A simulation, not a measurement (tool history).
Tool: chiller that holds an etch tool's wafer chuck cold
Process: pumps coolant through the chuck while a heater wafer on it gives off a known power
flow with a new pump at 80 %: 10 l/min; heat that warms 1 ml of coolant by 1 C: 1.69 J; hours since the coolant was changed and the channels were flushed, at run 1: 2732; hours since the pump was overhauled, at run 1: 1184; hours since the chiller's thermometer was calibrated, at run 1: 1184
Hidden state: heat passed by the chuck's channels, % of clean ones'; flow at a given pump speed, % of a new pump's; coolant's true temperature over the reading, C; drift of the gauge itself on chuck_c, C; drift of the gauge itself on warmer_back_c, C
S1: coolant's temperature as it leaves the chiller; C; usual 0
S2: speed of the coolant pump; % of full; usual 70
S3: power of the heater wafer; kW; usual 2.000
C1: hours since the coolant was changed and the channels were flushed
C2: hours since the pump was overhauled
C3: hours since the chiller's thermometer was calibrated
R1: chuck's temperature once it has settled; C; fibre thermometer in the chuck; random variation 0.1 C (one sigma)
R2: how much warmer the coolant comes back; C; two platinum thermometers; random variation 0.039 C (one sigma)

Run 1, hour 0.0: usual settings; C1 2732; C2 1184; C3 1184. Result: R1 17.6 C, R2 8.26 C.
Run 2, hour 29.1: usual settings but S3 1.416 kW; C1 2761; C2 1213; C3 1213. Result: R1 12.5 C, R2 5.80 C.
Run 3, hour 47.8: usual settings but S2 60 % of full; C1 2780; C2 1232; C3 1232. Result: R1 19.7 C, R2 9.63 C.
Run 4, hour 66.1: usual settings but S2 60 % of full; C1 2798; C2 1250; C3 1250. Result: R1 19.7 C, R2 9.60 C.
Run 5, hour 97.1: usual settings; C1 2829; C2 1281; C3 1281. Result: R1 17.7 C, R2 8.28 C.
Run 6, hour 124.5: usual settings; C1 2857; C2 1308; C3 1308. Result: R1 17.8 C, R2 8.24 C.
Run 7, hour 140.7: usual settings but S3 1.011 kW; C1 2873; C2 1325; C3 1325. Result: R1 9.0 C, R2 4.16 C.
Run 8, hour 163.1: usual settings but S1 8 C, S3 1.011 kW; C1 2895; C2 1347; C3 1347. Result: R1 17.1 C, R2 4.16 C.
Run 9, hour 179.8: usual settings but S1 8 C, S3 1.011 kW; C1 2912; C2 1364; C3 1364. Result: R1 16.9 C, R2 4.16 C.
Run 10, hour 198.6: usual settings but S1 8 C, S3 1.011 kW; C1 2931; C2 1382; C3 1382. Result: R1 17.0 C, R2 4.23 C.
Run 11, hour 221.8: usual settings but S1 8 C, S3 1.011 kW; C1 2954; C2 1406; C3 1406. Result: R1 17.1 C, R2 4.15 C.
Run 12, hour 243.8: usual settings but S1 8 C, S3 1.011 kW; C1 2976; C2 1428; C3 1428. Result: R1 16.9 C, R2 4.19 C.
Run 13, hour 257.6: usual settings but S2 84 % of full; C1 2990; C2 1442; C3 1442. Result: R1 15.7 C, R2 6.92 C.
Run 14, hour 273.0: usual settings but S2 84 % of full, S3 2.027 kW; C1 3005; C2 1457; C3 1457. Result: R1 16.1 C, R2 6.98 C.
Run 15, hour 299.6: usual settings but S2 84 % of full, S3 2.027 kW; C1 3032; C2 1483; C3 1483. Result: R1 16.0 C, R2 7.13 C.
Run 16, hour 327.4: usual settings but S2 90 % of full; C1 3060; C2 1511; C3 1511. Result: R1 15.2 C, R2 6.53 C.
Run 17, hour 346.5: usual settings but S1 1 C, S2 84 % of full; C1 3079; C2 1530; C3 1530. Result: R1 16.7 C, R2 7.01 C.
Run 18, hour 378.4: usual settings but S1 1 C, S2 84 % of full; C1 3111; C2 1562; C3 1562. Result: R1 16.7 C, R2 6.97 C.
Run 19, hour 404.5: usual settings but S1 1 C, S2 84 % of full, S3 1.379 kW; C1 3137; C2 1588; C3 1588. Result: R1 11.8 C, R2 4.84 C.
Run 20, hour 430.9: usual settings but S1 -3 C, S2 63 % of full, S3 1.925 kW; C1 3163; C2 1615; C3 1615. Result: R1 15.4 C, R2 8.90 C.
Run 21, hour 446.2: usual settings but S1 4 C, S2 76 % of full, S3 2.777 kW; C1 3178; C2 1630; C3 1630. Result: R1 27.6 C, R2 10.70 C.
Run 22, hour 460.3: usual settings but S1 4 C, S2 76 % of full, S3 2.777 kW; C1 3193; C2 1644; C3 1644. Result: R1 27.4 C, R2 10.70 C.
Run 23, hour 485.9: usual settings but S2 67 % of full; C1 3218; C2 1670; C3 1670. Result: R1 18.4 C, R2 8.80 C.
Run 24, hour 501.2: usual settings but S1 3 C, S3 1.270 kW; C1 3234; C2 1685; C3 1685. Result: R1 14.6 C, R2 5.32 C.
Run 25, hour 532.8: usual settings but S1 3 C, S3 1.270 kW; C1 3265; C2 1717; C3 1717. Result: R1 14.4 C, R2 5.29 C.
Run 26, hour 564.2: usual settings but S3 1.287 kW; C1 3297; C2 1748; C3 1748. Result: R1 11.6 C, R2 5.35 C.
Run 27, hour 590.5: usual settings but S1 1 C, S2 84 % of full, S3 1.532 kW; C1 3323; C2 1774; C3 1774. Result: R1 13.1 C, R2 5.33 C.
Run 28, hour 622.1: usual settings but S1 -9 C, S2 98 % of full, S3 1.660 kW; C1 3354; C2 1806; C3 1806. Result: R1 3.0 C, R2 5.06 C.
Run 29, hour 636.6: usual settings but S2 87 % of full, S3 1.664 kW; C1 3369; C2 1820; C3 1820. Result: R1 13.0 C, R2 5.70 C.
Run 30, hour 663.7: usual settings but S2 87 % of full, S3 1.664 kW; C1 3396; C2 1848; C3 1848. Result: R1 13.2 C, R2 5.64 C.
Run 31, hour 692.8: usual settings but S2 61 % of full, S3 1.300 kW; C1 3425; C2 1877; C3 1877. Result: R1 13.1 C, R2 6.22 C.

Forecast each of these 3 alternatives for the next run:
Run A, hour 718.0: usual settings but S2 79 % of full; C1 3450; C2 1902; C3 1902. Result: R1 ?, R2 ?.
Run B, hour 718.0: usual settings but S1 7 C, S2 81 % of full, S3 1.042 kW; C1 3450; C2 1902; C3 1902. Result: R1 ?, R2 ?.
Run C, hour 718.0: usual settings but S1 -5 C, S2 82 % of full, S3 1.974 kW; C1 3450; C2 1902; C3 1902. Result: R1 ?, R2 ?.

run    R1    R2
  A  16.8  7.44
  B  15.7  3.80
  C  11.0  7.06
Without the tool's hidden state the same runs would have given:
run    R1    R2
  A  15.6  7.18
  B  15.0  3.67
  C   9.9  6.81
